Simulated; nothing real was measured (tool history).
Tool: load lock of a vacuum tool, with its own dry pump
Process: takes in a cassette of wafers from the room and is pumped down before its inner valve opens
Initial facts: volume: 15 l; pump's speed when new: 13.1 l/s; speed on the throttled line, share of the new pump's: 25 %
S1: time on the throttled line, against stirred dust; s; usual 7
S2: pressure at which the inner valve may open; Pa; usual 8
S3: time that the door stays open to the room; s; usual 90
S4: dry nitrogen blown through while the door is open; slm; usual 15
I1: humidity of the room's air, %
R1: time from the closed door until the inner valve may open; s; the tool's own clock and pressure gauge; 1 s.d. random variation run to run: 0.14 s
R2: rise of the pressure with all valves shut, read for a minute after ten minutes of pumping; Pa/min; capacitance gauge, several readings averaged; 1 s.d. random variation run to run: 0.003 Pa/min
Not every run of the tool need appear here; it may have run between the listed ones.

| run | day | S1 | S2 | S3 | S4 | I1 | R1 | R2 |
|---|---|---|---|---|---|---|---|---|
| 1 | 0 | 7 | 8 | 90 | 15 | 52.2 | 15.9 | 0.058 |
| 2 | 11.429 | 4 | 8 | 90 | 15 | 44.2 | 13.8 | 0.051 |
| 3 | 17.458 | 7 | 8 | 90 | 5 | 44.2 | 16.2 | 0.061 |
| 4 | 27.196 | 7 | 8 | 90 | 5 | 45.8 | 16.2 | 0.063 |
| 5 | 33.583 | 7 | 8 | 90 | 15 | 44.8 | 16.4 | 0.048 |
| 6 | 46.854 | 7 | 8 | 90 | 15 | 48 | 16.3 | 0.051 |
| 7 | 58.908 | 7 | 8 | 90 | 15 | 48.5 | 16.4 | 0.053 |
| 8 | 70.146 | 7 | 8 | 90 | 15 | 46.8 | 16.2 | 0.054 |
| 9 | 82.567 | 7 | 8 | 90 | 15 | 44.6 | 16.3 | 0.05 |
| 10 | 94.35 | 7 | 8 | 90 | 27 | 44.4 | 16.2 | 0.044 |
| 11 | 101.008 | 7 | 8 | 90 | 27 | 45 | 16.3 | 0.041 |
| 12 | 113.858 | 7 | 8 | 90 | 27 | 43.6 | 16.2 | 0.047 |
| 13 | 126.404 | 7 | 8 | 90 | 27 | 47 | 16.1 | 0.047 |
| 14 | 139.229 | 7 | 7 | 90 | 27 | 46.3 | 16.2 | 0.052 |
| 15 | 151.121 | 7 | 7 | 90 | 27 | 41.1 | 16.3 | 0.042 |
| 16 | 158.621 | 7 | 7 | 90 | 27 | 44.5 | 16.4 | 0.044 |
| 17 | 164.988 | 7 | 7 | 90 | 27 | 46.1 | 16.1 | 0.044 |
| 18 | 174.85 | 7 | 8 | 90 | 15 | 45.3 | 16.2 | 0.056 |
| 19 | 186.842 | 7 | 8 | 90 | 15 | 45.8 | 16.2 | 0.053 |
| 20 | 197.704 | 5 | 7 | 90 | 18 | 43.3 | 14.8 | 0.048 |
| 21 | 204.062 | 5 | 7 | 90 | 18 | 45.4 | 15 | 0.047 |
| 22 | 217.538 | 10 | 8 | 61 | 23 | 38.8 | 18.2 | 0.035 |
| 23 | 230.462 | 6 | 12 | 105 | 13 | 45.2 | 14.9 | 0.057 |
| 24 | 242.579 | 6 | 7 | 105 | 17 | 43.8 | 15.7 | 0.054 |
| 25 | 250.946 | 6 | 7 | 105 | 17 | 45.7 | 15.5 | 0.056 |
| 26 | 256.454 | 11 | 7 | 105 | 16 | 45.3 | 19.3 | 0.057 |
| 27 | 263.05 | 4 | 10 | 212 | 7 | 47.7 | 13.8 | 0.083 |
| 28 | 269.575 | 7 | 15 | 90 | 30 | 44.4 | 15.4 | 0.04 |
| 29 | 275.612 | 8 | 7 | 220 | 5 | 47.6 | 17 | 0.089 |
| 30 | 287.254 | 7 | 8 | 90 | 44 | 45.3 | 16.1 | 0.036 |
| 31 | 295.062 | 7 | 8 | 90 | 44 | 45 | 16.2 | 0.036 |
| 32 | 303.796 | 7 | 8 | 90 | 44 | 45.6 | 16.3 | 0.037 |
| 33 | 309.517 | 7 | 15 | 90 | 43 | 42.5 | 15.3 | 0.037 |
|  | 318.096 | door's seal changed, seat wiped |
| 34 | 321.483 | 7 | 15 | 90 | 43 | 43.1 | 15.6 | 0.03 |
| 35 | 333.483 | 10 | 8 | 90 | 21 | 45.6 | 18.4 | 0.046 |
| 36 | 340.096 | 12 | 8 | 27 | 11 | 42.3 | 20 | 0.039 |
| 37 | 348.371 | 12 | 8 | 27 | 11 | 47.2 | 19.8 | 0.039 |
| 38 | 357.571 | 7 | 13 | 236 | 23 | 42.6 | 15.7 | 0.059 |

Alternative continuations, all from the tool just after run 38; predict every row:
| A | 370.892 | 7 | 7 | 236 | 23 | 44.5 | ? | ? |
| B | 370.892 | 6 | 13 | 73 | 15 | 46.6 | ? | ? |
| C | 370.892 | 5 | 13 | 236 | 23 | 45.4 | ? | ? |

| run | R1 | R2 |
|---|---|---|
| A | 16.3 | 0.058 |
| B | 14.8 | 0.044 |
| C | 14.3 | 0.057 |
Without the tool's unlogged condition, the same runs would have read:
| run | R1 | R2 |
|---|---|---|
| A | 16.3 | 0.057 |
| B | 14.8 | 0.044 |
| C | 14.3 | 0.057 |

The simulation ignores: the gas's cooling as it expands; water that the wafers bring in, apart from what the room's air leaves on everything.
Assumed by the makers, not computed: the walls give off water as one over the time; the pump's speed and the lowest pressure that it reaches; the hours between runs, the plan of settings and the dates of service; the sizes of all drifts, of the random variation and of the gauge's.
